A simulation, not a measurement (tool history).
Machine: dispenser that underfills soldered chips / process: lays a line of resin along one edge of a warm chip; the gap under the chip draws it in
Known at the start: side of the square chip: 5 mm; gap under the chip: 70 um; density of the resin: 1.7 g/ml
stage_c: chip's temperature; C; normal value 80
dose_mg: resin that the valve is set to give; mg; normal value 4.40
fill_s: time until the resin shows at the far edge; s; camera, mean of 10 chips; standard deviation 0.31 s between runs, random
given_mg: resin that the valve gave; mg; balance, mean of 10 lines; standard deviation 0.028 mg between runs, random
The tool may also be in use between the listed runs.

run 1 hour=0.0 | stage_c=80 dose_mg=4.40 | fill_s=13.2 given_mg=4.36
run 2 hour=2.5 | stage_c=80 dose_mg=4.68 | fill_s=14.8 given_mg=4.64
-- hour=4.2 new syringe of resin
run 3 hour=6.3 | stage_c=80 dose_mg=4.40 | fill_s=10.0 given_mg=4.33
run 4 hour=10.8 | stage_c=80 dose_mg=4.61 | fill_s=12.7 given_mg=4.56
run 5 hour=13.8 | stage_c=80 dose_mg=4.61 | fill_s=14.8 given_mg=4.53
-- hour=15.1 new syringe of resin
run 6 hour=19.5 | stage_c=80 dose_mg=4.40 | fill_s=11.3 given_mg=4.37
run 7 hour=22.6 | stage_c=80 dose_mg=4.40 | fill_s=13.0 given_mg=4.35
-- hour=26.2 new syringe of resin
run 8 hour=28.3 | stage_c=80 dose_mg=4.40 | fill_s=9.9 given_mg=4.34
run 9 hour=32.1 | stage_c=80 dose_mg=4.40 | fill_s=12.1 given_mg=4.28
run 10 hour=34.9 | stage_c=80 dose_mg=4.40 | fill_s=14.4 given_mg=4.24
-- hour=37.2 new syringe of resin
run 11 hour=39.5 | stage_c=71 dose_mg=5.23 | fill_s=15.1 given_mg=5.04
run 12 hour=45.7 | stage_c=84 dose_mg=4.44 | fill_s=12.4 given_mg=4.29
-- hour=48.5 new syringe of resin
run 13 hour=49.1 | stage_c=88 dose_mg=3.77 | fill_s=6.7 given_mg=3.63
run 14 hour=54.9 | stage_c=71 dose_mg=5.40 | fill_s=19.1 given_mg=5.14
-- hour=59.5 new syringe of resin
run 15 hour=60.1 | stage_c=71 dose_mg=5.40 | fill_s=14.3 given_mg=5.18
run 16 hour=65.8 | stage_c=85 dose_mg=4.66 | fill_s=9.8 given_mg=4.44
-- hour=70.5 new syringe of resin
run 17 hour=71.4 | stage_c=80 dose_mg=4.90 | fill_s=9.7 given_mg=4.66

3 options for the next run, each taken on its own from the tool as it stands now. Forecast them:
run A hour=76.4 | stage_c=70 dose_mg=4.09 | fill_s=? given_mg=?
run B hour=76.4 | stage_c=71 dose_mg=5.22 | fill_s=? given_mg=?
run C hour=76.4 | stage_c=80 dose_mg=4.58 | fill_s=? given_mg=?

run=A fill_s=21.2 given_mg=3.89
run=B fill_s=18.8 given_mg=4.94
run=C fill_s=13.4 given_mg=4.34
The same runs, with their run-to-run variation unchanged, on a tool lacking any hidden condition would have given:
run=A fill_s=14.8 given_mg=4.11
run=B fill_s=13.2 given_mg=5.21
run=C fill_s=9.6 given_mg=4.58

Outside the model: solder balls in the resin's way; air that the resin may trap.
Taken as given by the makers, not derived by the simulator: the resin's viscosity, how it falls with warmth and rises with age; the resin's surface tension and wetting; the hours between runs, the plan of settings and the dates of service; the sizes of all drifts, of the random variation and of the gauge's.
